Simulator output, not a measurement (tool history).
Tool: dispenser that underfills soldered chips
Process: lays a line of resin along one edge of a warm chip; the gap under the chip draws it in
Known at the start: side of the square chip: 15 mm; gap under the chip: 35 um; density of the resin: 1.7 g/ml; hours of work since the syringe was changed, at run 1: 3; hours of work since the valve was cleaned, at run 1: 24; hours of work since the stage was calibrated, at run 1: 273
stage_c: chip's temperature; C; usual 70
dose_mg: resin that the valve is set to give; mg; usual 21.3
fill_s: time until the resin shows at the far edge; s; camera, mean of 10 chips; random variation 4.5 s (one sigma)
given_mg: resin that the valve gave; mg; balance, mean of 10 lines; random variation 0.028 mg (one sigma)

| run | hour | stage_c | dose_mg | hours of work since the syringe was changed | hours of work since the valve was cleaned | hours of work since the stage was calibrated | fill_s | given_mg |
|---|---|---|---|---|---|---|---|---|
| 1 | 0.0 | 70 | 21.3 | 3 | 24 | 273 | 472.9 | 21.00 |
| 2 | 10.8 | 70 | 21.3 | 11 | 31 | 280 | 595.0 | 20.89 |
|  | 13.4 | new syringe of resin |
| 3 | 16.9 | 70 | 21.4 | 2 | 35 | 284 | 463.8 | 20.91 |
| 4 | 26.5 | 70 | 21.4 | 9 | 41 | 291 | 563.2 | 20.87 |
|  | 28.5 | dispensing valve cleaned and set on the balance |
|  | 32.2 | new syringe of resin |
| 5 | 38.1 | 69 | 21.4 | 4 | 6 | 298 | 496.0 | 21.34 |
|  | 50.6 | new syringe of resin |
| 6 | 52.5 | 69 | 21.4 | 1 | 16 | 307 | 461.2 | 21.24 |
| 7 | 62.3 | 70 | 18.6 | 8 | 22 | 314 | 563.9 | 18.34 |
|  | 68.4 | new syringe of resin |
| 8 | 76.0 | 70 | 18.6 | 5 | 31 | 323 | 520.8 | 18.26 |
|  | 86.7 | new syringe of resin |
| 9 | 87.5 | 70 | 26.1 | 1 | 39 | 330 | 431.7 | 25.39 |
|  | 93.5 | dispensing valve cleaned and set on the balance |
| 10 | 101.1 | 70 | 26.1 | 9 | 5 | 339 | 565.9 | 26.08 |
|  | 106.1 | new syringe of resin |
| 11 | 114.8 | 70 | 26.1 | 6 | 14 | 348 | 494.9 | 25.97 |
|  | 123.1 | stage's temperature calibrated |
| 12 | 123.7 | 70 | 26.1 | 11 | 19 | 0 | 628.9 | 25.85 |
|  | 125.0 | new syringe of resin |
| 13 | 133.0 | 70 | 21.3 | 5 | 25 | 6 | 524.9 | 21.02 |
|  | 143.6 | new syringe of resin |
| 14 | 143.7 | 70 | 21.3 | 0 | 32 | 13 | 450.2 | 20.90 |
| 15 | 154.6 | 70 | 21.3 | 7 | 40 | 21 | 572.8 | 20.86 |
|  | 159.2 | dispensing valve cleaned and set on the balance |
|  | 163.3 | new syringe of resin |
| 16 | 164.4 | 70 | 21.3 | 1 | 3 | 26 | 453.8 | 21.24 |
| 17 | 175.2 | 70 | 21.3 | 8 | 10 | 34 | 578.6 | 21.10 |
|  | 182.2 | new syringe of resin |
| 18 | 189.3 | 70 | 24.2 | 5 | 20 | 43 | 513.5 | 23.82 |
|  | 200.2 | new syringe of resin |
| 19 | 201.0 | 56 | 20.6 | 1 | 27 | 51 | 728.8 | 20.21 |
| 20 | 212.5 | 80 | 22.4 | 8 | 35 | 58 | 443.8 | 21.90 |
|  | 218.5 | new syringe of resin |
| 21 | 220.4 | 80 | 22.4 | 1 | 40 | 64 | 351.6 | 21.77 |
|  | 224.9 | dispensing valve cleaned and set on the balance |
| 22 | 229.7 | 80 | 22.4 | 7 | 3 | 69 | 405.2 | 22.39 |
|  | 237.9 | new syringe of resin |
| 23 | 241.3 | 80 | 22.4 | 2 | 11 | 77 | 358.0 | 22.27 |
| 24 | 252.0 | 80 | 22.4 | 9 | 18 | 84 | 446.5 | 22.22 |
|  | 256.0 | new syringe of resin |
| 25 | 259.6 | 64 | 20.5 | 2 | 23 | 89 | 577.4 | 20.26 |
| 26 | 266.9 | 69 | 21.3 | 7 | 28 | 94 | 575.7 | 20.99 |
|  | 273.9 | new syringe of resin |
| 27 | 276.9 | 70 | 19.2 | 2 | 34 | 100 | 475.4 | 18.82 |
| 28 | 284.8 | 70 | 19.2 | 7 | 40 | 106 | 567.6 | 18.80 |
|  | 289.8 | dispensing valve cleaned and set on the balance |
| 29 | 291.7 | 82 | 26.1 | 11 | 1 | 110 | 443.1 | 26.08 |
|  | 293.1 | new syringe of resin |
| 30 | 299.2 | 79 | 21.3 | 4 | 6 | 114 | 399.5 | 21.23 |
| 31 | 306.4 | 57 | 20.8 | 9 | 11 | 119 | 893.9 | 20.66 |
|  | 311.5 | new syringe of resin |
| 32 | 313.1 | 57 | 20.8 | 1 | 15 | 124 | 700.9 | 20.58 |
| 33 | 322.2 | 81 | 21.9 | 7 | 21 | 130 | 406.2 | 21.58 |
|  | 329.3 | new syringe of resin |
| 34 | 332.1 | 58 | 19.2 | 2 | 28 | 136 | 701.9 | 18.81 |
| 35 | 338.9 | 58 | 19.2 | 6 | 32 | 141 | 808.9 | 18.73 |
|  | 347.5 | new syringe of resin |
| 36 | 347.5 | 58 | 19.2 | 0 | 38 | 146 | 652.4 | 18.71 |

Hidden state at the last listed run before each entry between runs and at the first one after, where it differs:
Between runs 2 and 3: new syringe of resin (hour 13.4)
  resin's viscosity, % of fresh resin's: 137.9 -> 107.6; dose that the valve gives, % of what is set: 98.02 -> 97.76; true chip temperature over the reading, C: 1.57 -> 1.59
  measured less the result without the state, fill_s: +143.9 -> +12.8 s; given_mg: -0.42 -> -0.48 mg
Between runs 4 and 5: dispensing valve cleaned and set on the balance (hour 28.5); new syringe of resin (hour 32.2)
  resin's viscosity, % of fresh resin's: 131.9 -> 112.9; dose that the valve gives, % of what is set: 97.38 -> 99.65; true chip temperature over the reading, C: 1.62 -> 1.66
  measured less the result without the state, fill_s: +116.4 -> +34.2 s; given_mg: -0.56 -> -0.07 mg
Between runs 5 and 6: new syringe of resin (hour 50.6)
  resin's viscosity, % of fresh resin's: 112.9 -> 103.8; dose that the valve gives, % of what is set: 99.65 -> 99.04; true chip temperature over the reading, C: 1.66 -> 1.71
  measured less the result without the state, fill_s: +34.2 -> -6.2 s; given_mg: -0.07 -> -0.20 mg
Between runs 7 and 8: new syringe of resin (hour 68.4)
  resin's viscosity, % of fresh resin's: 128.1 -> 116.7; dose that the valve gives, % of what is set: 98.62 -> 98.04; true chip temperature over the reading, C: 1.74 -> 1.78
  measured less the result without the state, fill_s: +101.5 -> +51.9 s; given_mg: -0.25 -> -0.37 mg
Between runs 8 and 9: new syringe of resin (hour 86.7)
  resin's viscosity, % of fresh resin's: 116.7 -> 102; dose that the valve gives, % of what is set: 98.04 -> 97.59; true chip temperature over the reading, C: 1.78 -> 1.81
  measured less the result without the state, fill_s: +51.9 -> -14.8 s; given_mg: -0.37 -> -0.63 mg
Between runs 9 and 10: dispensing valve cleaned and set on the balance (hour 93.5)
  resin's viscosity, % of fresh resin's: 102 -> 133.4; dose that the valve gives, % of what is set: 97.59 -> 99.87; true chip temperature over the reading, C: 1.81 -> 1.85
  measured less the result without the state, fill_s: -14.8 -> +117.3 s; given_mg: -0.63 -> -0.03 mg
Between runs 10 and 11: new syringe of resin (hour 106.1)
  resin's viscosity, % of fresh resin's: 133.4 -> 119; dose that the valve gives, % of what is set: 99.87 -> 99.34; true chip temperature over the reading, C: 1.85 -> 1.89
  measured less the result without the state, fill_s: +117.3 -> +54.7 s; given_mg: -0.03 -> -0.17 mg
Between runs 11 and 12: stage's temperature calibrated (hour 123.1)
  resin's viscosity, % of fresh resin's: 119 -> 140.9; dose that the valve gives, % of what is set: 99.34 -> 99.03; true chip temperature over the reading, C: 1.89 -> 0.01
  measured less the result without the state, fill_s: +54.7 -> +182.5 s; given_mg: -0.17 -> -0.25 mg
Between runs 12 and 13: new syringe of resin (hour 125.0)
  resin's viscosity, % of fresh resin's: 140.9 -> 117.1; dose that the valve gives, % of what is set: 99.03 -> 98.64; true chip temperature over the reading, C: 0.01 -> 0.04
  measured less the result without the state, fill_s: +182.5 -> +76.8 s; given_mg: -0.25 -> -0.29 mg
Between runs 13 and 14: new syringe of resin (hour 143.6)
  resin's viscosity, % of fresh resin's: 117.1 -> 100.3; dose that the valve gives, % of what is set: 98.64 -> 98.22; true chip temperature over the reading, C: 0.04 -> 0.07
  measured less the result without the state, fill_s: +76.8 -> +1.4 s; given_mg: -0.29 -> -0.38 mg
Between runs 15 and 16: dispensing valve cleaned and set on the balance (hour 159.2); new syringe of resin (hour 163.3)
  resin's viscosity, % of fresh resin's: 126.7 -> 101.8; dose that the valve gives, % of what is set: 97.74 -> 99.62; true chip temperature over the reading, C: 0.11 -> 0.14
  measured less the result without the state, fill_s: +120.5 -> +6.5 s; given_mg: -0.48 -> -0.08 mg
Between runs 17 and 18: new syringe of resin (hour 182.2)
  resin's viscosity, % of fresh resin's: 128.1 -> 116.1; dose that the valve gives, % of what is set: 99.17 -> 98.61; true chip temperature over the reading, C: 0.17 -> 0.21
  measured less the result without the state, fill_s: +125.0 -> +68.6 s; given_mg: -0.18 -> -0.34 mg
Between runs 18 and 19: new syringe of resin (hour 200.2)
  resin's viscosity, % of fresh resin's: 116.1 -> 102.5; dose that the valve gives, % of what is set: 98.61 -> 98.16; true chip temperature over the reading, C: 0.21 -> 0.25
  measured less the result without the state, fill_s: +68.6 -> +14.2 s; given_mg: -0.34 -> -0.38 mg
Between runs 20 and 21: new syringe of resin (hour 218.5)
  resin's viscosity, % of fresh resin's: 131 -> 103.9; dose that the valve gives, % of what is set: 97.67 -> 97.34; true chip temperature over the reading, C: 0.28 -> 0.31
  measured less the result without the state, fill_s: +103.3 -> +11.1 s; given_mg: -0.53 -> -0.60 mg
Between runs 21 and 22: dispensing valve cleaned and set on the balance (hour 224.9)
  resin's viscosity, % of fresh resin's: 103.9 -> 123.9; dose that the valve gives, % of what is set: 97.34 -> 100; true chip temperature over the reading, C: 0.31 -> 0.33
  measured less the result without the state, fill_s: +11.1 -> +75.2 s; given_mg: -0.60 -> +0.00 mg
Between runs 22 and 23: new syringe of resin (hour 237.9)
  resin's viscosity, % of fresh resin's: 123.9 -> 106.8; dose that the valve gives, % of what is set: 100 -> 99.48; true chip temperature over the reading, C: 0.33 -> 0.37
  measured less the result without the state, fill_s: +75.2 -> +19.6 s; given_mg: +0.00 -> -0.12 mg
Between runs 24 and 25: new syringe of resin (hour 256.0)
  resin's viscosity, % of fresh resin's: 134.1 -> 107.4; dose that the valve gives, % of what is set: 99.03 -> 98.75; true chip temperature over the reading, C: 0.4 -> 0.42
  measured less the result without the state, fill_s: +110.0 -> +33.8 s; given_mg: -0.21 -> -0.26 mg
Between runs 26 and 27: new syringe of resin (hour 273.9)
  resin's viscosity, % of fresh resin's: 125.5 -> 106.3; dose that the valve gives, % of what is set: 98.48 -> 98.05; true chip temperature over the reading, C: 0.44 -> 0.48
  measured less the result without the state, fill_s: +111.5 -> +23.6 s; given_mg: -0.33 -> -0.37 mg
Between runs 28 and 29: dispensing valve cleaned and set on the balance (hour 289.8)
  resin's viscosity, % of fresh resin's: 126 -> 142.9; dose that the valve gives, % of what is set: 97.72 -> 99.81; true chip temperature over the reading, C: 0.5 -> 0.52
  measured less the result without the state, fill_s: +112.4 -> +128.3 s; given_mg: -0.43 -> -0.05 mg
Between runs 29 and 30: new syringe of resin (hour 293.1)
  resin's viscosity, % of fresh resin's: 142.9 -> 113.8; dose that the valve gives, % of what is set: 99.81 -> 99.51; true chip temperature over the reading, C: 0.52 -> 0.55
  measured less the result without the state, fill_s: +128.3 -> +43.1 s; given_mg: -0.05 -> -0.11 mg
Between runs 31 and 32: new syringe of resin (hour 311.5)
  resin's viscosity, % of fresh resin's: 132.6 -> 103.7; dose that the valve gives, % of what is set: 99.23 -> 98.96; true chip temperature over the reading, C: 0.57 -> 0.59
  measured less the result without the state, fill_s: +207.8 -> +13.0 s; given_mg: -0.16 -> -0.21 mg
Between runs 33 and 34: new syringe of resin (hour 329.3)
  resin's viscosity, % of fresh resin's: 126 -> 107.5; dose that the valve gives, % of what is set: 98.59 -> 98.16; true chip temperature over the reading, C: 0.62 -> 0.66
  measured less the result without the state, fill_s: +78.4 -> +37.4 s; given_mg: -0.30 -> -0.35 mg
Between runs 35 and 36: new syringe of resin (hour 347.5)
  resin's viscosity, % of fresh resin's: 124.2 -> 99.8; dose that the valve gives, % of what is set: 97.86 -> 97.49; true chip temperature over the reading, C: 0.68 -> 0.71
  measured less the result without the state, fill_s: +146.3 -> -12.8 s; given_mg: -0.41 -> -0.48 mg
